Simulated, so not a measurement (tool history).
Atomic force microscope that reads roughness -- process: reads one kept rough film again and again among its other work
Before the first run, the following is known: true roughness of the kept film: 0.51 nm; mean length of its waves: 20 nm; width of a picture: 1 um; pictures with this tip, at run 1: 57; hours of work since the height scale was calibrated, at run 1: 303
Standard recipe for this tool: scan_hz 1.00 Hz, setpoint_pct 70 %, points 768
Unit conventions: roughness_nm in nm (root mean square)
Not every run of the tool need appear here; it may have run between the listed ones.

run   hour  scan_hz  setpoint_pct  points  pictures with this tip  hours of work since the height scale was calibrated  roughness_nm
  1    0.0     1.00            70     768                      57                                                  303         0.460
  2    5.2     1.00            70     768                      62                                                  306         0.458
  3   11.4     1.00            70     768                      68                                                  310         0.457
  4   18.4     1.00            70     768                      75                                                  315         0.452
  5   24.1     1.00            70     791                      81                                                  318         0.451
  6   29.9     1.00            70     791                      87                                                  322         0.447
  7   34.8     1.00            87     791                      92                                                  325         0.426
  8   41.6     1.00            87     517                      99                                                  330         0.421
  9   50.7     1.00            87     517                     108                                                  336         0.420
 10   62.1     3.97            70     768                     119                                                  343         0.390
 11   73.4     1.00            68     768                     131                                                  351         0.439
 12   82.5     1.00            68     768                     140                                                  357         0.430
 13   93.7     1.00            67     768                     151                                                  364         0.442
 14   99.7     1.00            63     768                     157                                                  368         0.443
 15  107.4     1.00            63     768                     165                                                  373         0.446
     115.6  -- new tip fitted
 16  116.6     1.00            63     316                       1                                                  379         0.462
 17  124.0     1.00            63     316                       8                                                  384         0.455
 18  130.5     1.00            63     316                      15                                                  388         0.457
 19  137.0     1.00            70     768                      21                                                  392         0.458
 20  143.4     1.00            70     410                      28                                                  396         0.454
 21  148.4     1.00            70     768                      33                                                  400         0.460
 22  153.8     1.00            70     768                      38                                                  403         0.456
 23  164.4     1.00            56     768                      49                                                  410         0.458
 24  170.6     1.00            70     768                      55                                                  414         0.449
 25  179.4     1.28            68     863                      64                                                  420         0.439
 26  191.0     3.70            68     392                      75                                                  428         0.404
 27  196.2     0.92            72     452                      81                                                  431         0.438
 28  204.6     0.92            72     452                      89                                                  437         0.443
 29  215.9     2.98            70     768                     101                                                  444         0.404
 30  223.5     2.98            70     768                     108                                                  449         0.399
 31  229.7     2.98            70     768                     114                                                  453         0.401
     231.4  -- height scale calibrated on a step standard
 32  239.6     2.09            70     279                     123                                                    5         0.404
 33  249.9     2.09            70     279                     134                                                   12         0.405
 34  259.3     1.00            75     768                     143                                                   18         0.434
 35  267.5     1.00            68     293                     151                                                   24         0.424
     274.7  -- height scale calibrated on a step standard, once more
 36  279.1     1.00            70     796                     162                                                    3         0.431
 37  288.3     1.00            70     796                     171                                                    9         0.427
     289.9  -- new tip fitted
 38  294.0     3.47            69     291                       4                                                   12         0.407
 39  305.0     0.94            70     768                      15                                                   20         0.459
 40  315.3     0.94            79     460                      25                                                   26         0.440
 41  321.3     1.46            61     768                      31                                                   30         0.457
 42  331.3     1.46            61     768                      41                                                   37         0.455
 43  337.6     1.46            61     490                      48                                                   41         0.444
 44  342.6     1.46            61     490                      53                                                   44         0.455
 45  350.0     1.00            78     768                      60                                                   49         0.439
 46  360.9     1.00            78     556                      71                                                   56         0.437
 47  371.5     0.79            70     473                      82                                                   63         0.440

Forecast each of these 5 alternatives for the next run:
  A  378.1     1.00            63     430                      88                                                   68             ?
  B  378.1     2.62            55     406                      88                                                   68             ?
  C  378.1     2.21            70     669                      88                                                   68             ?
  D  378.1     1.00            74     337                      88                                                   68             ?
  E  378.1     2.02            63     338                      88                                                   68             ?

run  roughness_nm
  A         0.447
  B         0.442
  C         0.417
  D         0.434
  E         0.433
The same runs, with their run-to-run variation unchanged, on a tool lacking any hidden condition would have given:
run  roughness_nm
  A         0.467
  B         0.461
  C         0.436
  D         0.453
  E         0.452

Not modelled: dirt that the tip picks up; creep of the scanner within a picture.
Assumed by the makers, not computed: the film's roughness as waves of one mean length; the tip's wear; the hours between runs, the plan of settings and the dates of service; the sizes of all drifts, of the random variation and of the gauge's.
